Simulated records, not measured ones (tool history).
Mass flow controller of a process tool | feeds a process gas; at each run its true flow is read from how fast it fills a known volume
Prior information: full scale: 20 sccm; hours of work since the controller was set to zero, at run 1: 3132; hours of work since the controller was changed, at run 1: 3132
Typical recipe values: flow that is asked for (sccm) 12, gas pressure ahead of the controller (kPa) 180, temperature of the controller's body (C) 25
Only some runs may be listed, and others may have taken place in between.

| run | hour | flow that is asked for (sccm) | gas pressure ahead of the controller (kPa) | temperature of the controller's body (C) | hours of work since the controller was set to zero | hours of work since the controller was changed | true flow (%) |
|---|---|---|---|---|---|---|---|
| 1 | 0 | 12 | 180 | 25 | 3132 | 3132 | 99.89 |
| 2 | 187.6 | 12 | 180 | 25 | 3205 | 3205 | 99.91 |
| 3 | 434 | 7 | 180 | 25 | 3300 | 3300 | 99.21 |
| 4 | 599 | 7 | 180 | 25 | 3364 | 3364 | 99.19 |
| 5 | 736.3 | 7 | 180 | 25 | 3417 | 3417 | 99.21 |
| 6 | 1016.5 | 7 | 180 | 25 | 3526 | 3526 | 99.21 |
| 7 | 1283.9 | 12 | 180 | 25 | 3629 | 3629 | 99.84 |
| 8 | 1492.5 | 12 | 196 | 25 | 3710 | 3710 | 99.98 |

Run 9, settings as shown, results not yet in. Your forecast:
| 9 | 1698.7 | 3 | 158 | 33 | 3790 | 3790 | ? |

Run 9 gave true flow (%) 97.59.
The same run, on a tool lacking any hidden state, would have yielded true flow (%) 99.86.
